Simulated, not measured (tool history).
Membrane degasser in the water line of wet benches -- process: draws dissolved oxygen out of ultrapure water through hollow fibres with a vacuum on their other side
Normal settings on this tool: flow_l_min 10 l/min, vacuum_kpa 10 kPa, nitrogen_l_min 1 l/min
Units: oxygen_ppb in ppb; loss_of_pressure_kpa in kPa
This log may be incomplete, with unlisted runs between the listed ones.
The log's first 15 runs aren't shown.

Run 16, hour 2897.1: usual settings but flow_l_min 8 l/min, vacuum_kpa 7 kPa, nitrogen_l_min 0.91 l/min. Result: oxygen_ppb 172.7 ppb, loss_of_pressure_kpa 20.17 kPa.
Run 17, hour 3087.7: usual settings but flow_l_min 11 l/min, nitrogen_l_min 1.78 l/min. Result: oxygen_ppb 261.1 ppb, loss_of_pressure_kpa 27.71 kPa.
Run 18, hour 3360: usual settings but flow_l_min 11 l/min, nitrogen_l_min 1.78 l/min. Result: oxygen_ppb 258.2 ppb, loss_of_pressure_kpa 27.49 kPa.
Run 19, hour 3631.1: usual settings but flow_l_min 9 l/min, vacuum_kpa 14.3 kPa, nitrogen_l_min 0.71 l/min. Result: oxygen_ppb 434.2 ppb, loss_of_pressure_kpa 22.6 kPa.
Run 20, hour 3828.4: usual settings but flow_l_min 9 l/min, vacuum_kpa 14.3 kPa, nitrogen_l_min 0.71 l/min. Result: oxygen_ppb 423.3 ppb, loss_of_pressure_kpa 22.47 kPa.
Run 21, hour 4041: usual settings but flow_l_min 15 l/min, nitrogen_l_min 0.47 l/min. Result: oxygen_ppb 656.4 ppb, loss_of_pressure_kpa 37.7 kPa.
Run 22, hour 4326.9: usual settings but flow_l_min 13 l/min, vacuum_kpa 20.8 kPa, nitrogen_l_min 1.35 l/min. Result: oxygen_ppb 575.8 ppb, loss_of_pressure_kpa 32.73 kPa.
Run 23, hour 4469.6: usual settings but flow_l_min 12 l/min, vacuum_kpa 7.2 kPa, nitrogen_l_min 1.35 l/min. Result: oxygen_ppb 263.8 ppb, loss_of_pressure_kpa 30.04 kPa.
Run 24, hour 4607.7: usual settings but flow_l_min 12 l/min, vacuum_kpa 7.2 kPa, nitrogen_l_min 1.35 l/min. Result: oxygen_ppb 261.4 ppb, loss_of_pressure_kpa 30.07 kPa.
Run 25, hour 4752: usual settings but vacuum_kpa 8.7 kPa. Result: oxygen_ppb 265.4 ppb, loss_of_pressure_kpa 25.13 kPa.
Run 26, hour 4870.6: usual settings but flow_l_min 8 l/min, nitrogen_l_min 2.27 l/min. Result: oxygen_ppb 156.3 ppb, loss_of_pressure_kpa 20.18 kPa.
Run 27, hour 5098.8: usual settings but flow_l_min 8 l/min, nitrogen_l_min 2.27 l/min. Result: oxygen_ppb 153.2 ppb, loss_of_pressure_kpa 20.41 kPa.
Run 28, hour 5237: usual settings but vacuum_kpa 11 kPa, nitrogen_l_min 1.8 l/min. Result: oxygen_ppb 238.9 ppb, loss_of_pressure_kpa 25.02 kPa.
Run 29, hour 5495: usual settings but flow_l_min 12 l/min, nitrogen_l_min 1.57 l/min. Result: oxygen_ppb 301.2 ppb, loss_of_pressure_kpa 30.49 kPa.
Run 30, hour 5614.9: usual settings but flow_l_min 12 l/min, nitrogen_l_min 1.57 l/min. Result: oxygen_ppb 305.1 ppb, loss_of_pressure_kpa 30.16 kPa.
Run 31, hour 5735.1: usual settings but flow_l_min 12 l/min, nitrogen_l_min 1.57 l/min. Result: oxygen_ppb 301.8 ppb, loss_of_pressure_kpa 29.84 kPa.
Run 32, hour 5922.7: usual settings but flow_l_min 8 l/min, nitrogen_l_min 0.77 l/min. Result: oxygen_ppb 260.1 ppb, loss_of_pressure_kpa 20.05 kPa.

Predict each of these 4 candidate next runs independently; none follows another, all start after run 32:
Run A, hour 6047.8: usual settings but flow_l_min 8 l/min, vacuum_kpa 13.3 kPa, nitrogen_l_min 0.77 l/min. Result: oxygen_ppb ?, loss_of_pressure_kpa ?.
Run B, hour 6047.8: usual settings but flow_l_min 6 l/min, vacuum_kpa 7.6 kPa, nitrogen_l_min 0.95 l/min. Result: oxygen_ppb ?, loss_of_pressure_kpa ?.
Run C, hour 6047.8: usual settings but flow_l_min 8 l/min, vacuum_kpa 11 kPa, nitrogen_l_min 0.77 l/min. Result: oxygen_ppb ?, loss_of_pressure_kpa ?.
Run D, hour 6047.8: usual settings but flow_l_min 12 l/min, vacuum_kpa 14.6 kPa, nitrogen_l_min 0.6 l/min. Result: oxygen_ppb ?, loss_of_pressure_kpa ?.

run  oxygen_ppb  loss_of_pressure_kpa
  A       330.7                 19.68
  B         124                 14.94
  C       280.3                  19.9
  D       650.1                 30.45
Without the tool's unlogged condition, the same runs would have read:
run  oxygen_ppb  loss_of_pressure_kpa
  A         330                 19.66
  B       123.5                 14.92
  C       279.6                 19.88
  D         649                 30.41
